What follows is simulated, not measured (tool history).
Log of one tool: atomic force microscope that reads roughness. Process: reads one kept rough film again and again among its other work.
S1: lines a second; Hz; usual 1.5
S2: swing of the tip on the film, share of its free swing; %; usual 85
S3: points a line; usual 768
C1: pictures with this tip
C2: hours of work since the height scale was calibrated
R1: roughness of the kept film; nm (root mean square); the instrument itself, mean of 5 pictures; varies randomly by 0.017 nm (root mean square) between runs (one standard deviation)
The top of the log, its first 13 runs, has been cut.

{"run": 14, "hour": 201.3, "S1": 1.5, "S2": 85, "S3": 768, "C1": 202, "C2": 285, "R1": 3.382}
{"run": 15, "hour": 210.0, "S1": 1.72, "S2": 85, "S3": 768, "C1": 215, "C2": 290, "R1": 3.269}
{"run": 16, "hour": 218.5, "S1": 1.72, "S2": 85, "S3": 768, "C1": 227, "C2": 295, "R1": 3.224}
{"run": 17, "hour": 231.5, "S1": 3.38, "S2": 85, "S3": 768, "C1": 246, "C2": 302, "R1": 2.708}
{"run": 18, "hour": 251.2, "S1": 1.5, "S2": 85, "S3": 890, "C1": 275, "C2": 313, "R1": 3.166}
{"hour": 265.3, "done": "new tip fitted"}
{"run": 19, "hour": 271.4, "S1": 1.5, "S2": 85, "S3": 768, "C1": 9, "C2": 324, "R1": 4.06}
{"run": 20, "hour": 282.4, "S1": 1.5, "S2": 85, "S3": 768, "C1": 25, "C2": 330, "R1": 3.989}
{"run": 21, "hour": 297.5, "S1": 1.5, "S2": 85, "S3": 768, "C1": 47, "C2": 339, "R1": 3.903}
{"run": 22, "hour": 315.5, "S1": 1.5, "S2": 85, "S3": 768, "C1": 74, "C2": 349, "R1": 3.826}
{"run": 23, "hour": 331.6, "S1": 1.5, "S2": 75, "S3": 406, "C1": 97, "C2": 358, "R1": 3.951}
{"run": 24, "hour": 345.0, "S1": 1.78, "S2": 80, "S3": 406, "C1": 117, "C2": 365, "R1": 3.694}

Expected results for the next run?
{"run": 25, "hour": 356.0, "S1": 1.12, "S2": 64, "S3": 562, "C1": 133, "C2": 371, "R1": "?"}

R1: 4.049 nm (root mean square)
Were there no unlogged condition in the tool, this run, its random variation unchanged, would have produced R1 4.667 nm (root mean square).

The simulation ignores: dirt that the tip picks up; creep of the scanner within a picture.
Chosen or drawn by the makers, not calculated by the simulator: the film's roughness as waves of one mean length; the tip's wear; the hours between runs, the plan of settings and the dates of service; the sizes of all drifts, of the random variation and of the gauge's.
